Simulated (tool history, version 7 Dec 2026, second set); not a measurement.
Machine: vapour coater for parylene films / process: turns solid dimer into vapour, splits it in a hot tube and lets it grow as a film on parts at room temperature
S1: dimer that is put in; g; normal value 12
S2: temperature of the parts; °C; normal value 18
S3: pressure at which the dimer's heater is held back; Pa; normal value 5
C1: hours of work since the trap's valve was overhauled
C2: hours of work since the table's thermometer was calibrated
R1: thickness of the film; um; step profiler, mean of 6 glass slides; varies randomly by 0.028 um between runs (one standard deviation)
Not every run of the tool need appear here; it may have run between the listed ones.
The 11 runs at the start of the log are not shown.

run 12 hour=436.8 | S1=18 S2=18 S3=5 | C1=77 C2=781 | R1=5.28
run 13 hour=463 | S1=12 S2=18 S3=5 | C1=99 C2=804 | R1=3.45
run 14 hour=495.4 | S1=12 S2=18 S3=6.08 | C1=127 C2=832 | R1=3.32
run 15 hour=550.2 | S1=12 S2=18 S3=6.08 | C1=175 C2=879 | R1=3.3
run 16 hour=595.4 | S1=12 S2=18 S3=6.28 | C1=214 C2=919 | R1=3.18
run 17 hour=629.8 | S1=12 S2=18 S3=6.28 | C1=244 C2=948 | R1=3.16
run 18 hour=665.9 | S1=12 S2=18 S3=6.28 | C1=275 C2=980 | R1=3.17
run 19 hour=690.7 | S1=12 S2=23 S3=5 | C1=297 C2=1001 | R1=2.83
run 20 hour=735.1 | S1=12 S2=18 S3=5 | C1=335 C2=1040 | R1=3.27
run 21 hour=767.1 | S1=12 S2=18 S3=5 | C1=363 C2=1067 | R1=3.24
run 22 hour=790.5 | S1=12 S2=18 S3=5 | C1=383 C2=1088 | R1=3.17
-- hour=795.4 table's thermometer calibrated
run 23 hour=817.3 | S1=12 S2=18 S3=5 | C1=406 C2=19 | R1=3.11
run 24 hour=870.8 | S1=12 S2=16 S3=3.89 | C1=452 C2=65 | R1=3.45
run 25 hour=913.9 | S1=6 S2=12 S3=5 | C1=489 C2=103 | R1=1.84
-- hour=942.6 table's thermometer calibrated, once more
run 26 hour=968.6 | S1=12 S2=18 S3=11.97 | C1=536 C2=22 | R1=2.66
-- hour=981.6 trap's valve overhauled
run 27 hour=1010 | S1=7 S2=13 S3=2.13 | C1=25 C2=55 | R1=2.93
run 28 hour=1041.4 | S1=17 S2=20 S3=5 | C1=52 C2=82 | R1=4.73
run 29 hour=1067.1 | S1=12 S2=12 S3=3.73 | C1=74 C2=104 | R1=4.61
run 30 hour=1101.4 | S1=8 S2=18 S3=3.7 | C1=104 C2=134 | R1=2.53
run 31 hour=1144.9 | S1=8 S2=18 S3=3.7 | C1=142 C2=172 | R1=2.45
run 32 hour=1182.8 | S1=8 S2=18 S3=3.7 | C1=174 C2=205 | R1=2.48
run 33 hour=1206.1 | S1=6 S2=16 S3=3.7 | C1=195 C2=225 | R1=1.98

Expected results for the next run?
run 34 hour=1260.9 | S1=8 S2=16 S3=5.3 | C1=242 C2=272 | R1=?

{"run 34": {"R1": 2.4}}
Without the tool's hidden state the same run would have given R1 2.57 um.
